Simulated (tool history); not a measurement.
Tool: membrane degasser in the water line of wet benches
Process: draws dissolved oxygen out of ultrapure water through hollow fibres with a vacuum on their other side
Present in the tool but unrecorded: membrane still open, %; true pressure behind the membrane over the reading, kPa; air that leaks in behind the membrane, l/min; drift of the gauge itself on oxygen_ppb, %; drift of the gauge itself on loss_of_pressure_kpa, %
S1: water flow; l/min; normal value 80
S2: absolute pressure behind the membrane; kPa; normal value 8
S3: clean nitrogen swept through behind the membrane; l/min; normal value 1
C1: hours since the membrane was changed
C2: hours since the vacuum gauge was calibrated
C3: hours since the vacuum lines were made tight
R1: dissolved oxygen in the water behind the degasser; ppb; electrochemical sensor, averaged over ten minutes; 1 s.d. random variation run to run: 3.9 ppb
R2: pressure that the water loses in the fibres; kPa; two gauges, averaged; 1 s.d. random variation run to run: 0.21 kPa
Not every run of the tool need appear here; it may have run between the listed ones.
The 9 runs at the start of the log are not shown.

run,day,S1,S2,S3,C1,C2,C3,R1,R2
10,12.496,72,8,1,1192,3114,2155,615.6,44.51
11,13.333,80,8,1,1212,3134,2175,680,49.81
12,15.017,80,8,1,1252,3174,2216,680.6,49.89
13,16.838,80,8,1,1296,3218,2259,677.2,49.67
14,18.712,80,8,1,1341,3263,2304,673.9,49.76
15,20.546,80,8,1,1385,3307,2348,686.5,49.98
16,22.038,80,8,1,1421,3343,2384,687.3,49.48
17,22.829,80,8,1,1440,3362,2403,678.4,49.14
18,24.462,80,8,2.4,1479,3401,2442,388.6,49.4
19,25.738,56,12.65,0.45,1509,3431,2473,1505.1,34.58
20,26.833,116,12.65,1.33,1536,3458,2499,1395.3,72.19
21,27.688,67,11.18,2.18,1556,3478,2520,529.5,41.79
22,29.075,59,11.18,2.98,1589,3512,2553,361.1,36.68
23,29.933,80,8,0.86,1610,3532,2574,745.8,49.9
24,31.271,80,6.65,0.53,1642,3564,2606,733.9,49.84
25,32.1,80,18.33,0.85,1662,3584,2626,1948.8,49.46
26,33.267,88,5.05,2.45,1690,3612,2654,231.3,54.79
27,34.488,60,5.23,0.8,1719,3641,2683,292.4,37.49
28,35.296,80,9.59,1.23,1739,3661,2702,763.2,49.81
29,36.158,80,7.74,1.23,1759,3682,2723,576.5,49.72
30,37.658,80,7.72,1.66,1795,3718,2759,475.8,49.66
31,38.442,80,7.72,1.66,1814,3736,2778,477.3,50.06
32,39.679,125,7.91,1.1,1844,3766,2808,1003.5,77.7
33,41.442,51,7.32,1.1,1886,3808,2850,383,31.77

3 options for the next run, each taken on its own from the tool as it stands now. Forecast them:
A,43.112,67,17.41,1.1,1926,3848,2890,?,?
B,43.112,114,18.56,1,1926,3848,2890,?,?
C,43.112,51,7.32,2.23,1926,3848,2890,?,?

run,R1,R2
A,1413.8,41.77
B,2298.6,71.78
C,219.3,31.56
With no hidden state in the tool, these same runs would have given:
run,R1,R2
A,1395,41.33
B,2272,71.02
C,208.2,31.22
